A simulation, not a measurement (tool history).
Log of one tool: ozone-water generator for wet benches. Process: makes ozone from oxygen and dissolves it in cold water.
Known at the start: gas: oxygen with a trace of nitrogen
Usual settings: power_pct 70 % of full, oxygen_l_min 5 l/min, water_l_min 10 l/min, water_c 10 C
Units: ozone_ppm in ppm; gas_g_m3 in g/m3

run	hour	power_pct	oxygen_l_min	water_l_min	water_c	ozone_ppm	gas_g_m3
1	0	70	5	10	10	25.9	137.1
2	74.1	70	5	10	10	25.7	138.6
3	197	70	5	10	10	25.9	135.6
4	270.6	65	5	10	10	24.3	131.4
5	351.8	65	5	10	10	24.3	130.3
6	475.1	65	5	10	10	24.1	130.2
7	545.7	70	4.43	10	10	26	148.4
8	641.2	70	4.43	10	10	26.1	147.9
9	739.7	70	4.43	10	10	25.8	148.4
10	792.5	70	5	14	10	19.6	136.6
11	858.9	70	5	14	10	19.2	136.4
12	969.4	70	5	14	10	19.6	136.2
13	1034.7	70	5	14	10	19.5	135.6
14	1156.6	70	5	14	10	19.1	135.6
15	1211	70	5	14	10	19.2	134.9
16	1262.6	70	5	12	10	21.5	136
# hour 1268.6: water thermometer calibrated
17	1367.2	65	5	12	10	21.1	128.7
18	1477.2	67	5	7	10	30	131.8
# hour 1559.8: water thermometer calibrated, once more
19	1567.3	66	6.58	11	12	20.4	107.5
20	1676.1	82	4.93	8	17	28	150.3
21	1787.7	77	6.62	12	7	23.2	117.5
22	1880.1	70	3.94	13	6	22.1	157.2
23	1973.6	70	3.94	13	6	21.8	155.5
24	2082.3	70	3.94	13	6	21.7	157.4
25	2156.9	70	3.94	13	6	22.1	155.2
26	2216.2	70	3.94	13	6	21.9	156.4
27	2309.4	63	3.37	13	6	20.4	162.3
28	2396.8	63	3.37	13	6	20.7	161.1
29	2485.6	63	3.37	8	6	31.2	164.8
30	2596.2	63	5.7	8	14	23.9	113
31	2700.7	47	5.7	7	16	20.2	94.4
32	2819.2	47	5.31	7	8	24.8	99.9

Forecast each of these 4 alternatives for the next run:
A	2919.9	70	3.6	7	8	?	?
B	2919.9	70	5.52	10	10	?	?
C	2919.9	70	5	15	10	?	?
D	2919.9	99	5.31	13	5	?	?

run	ozone_ppm	gas_g_m3
A	35	164.8
B	23.8	122.7
C	17.6	132.7
D	26.1	158
Without the tool's hidden state the same runs would have given:
run	ozone_ppm	gas_g_m3
A	39	179.7
B	26.7	133.8
C	19.9	144.7
D	30.1	175.6
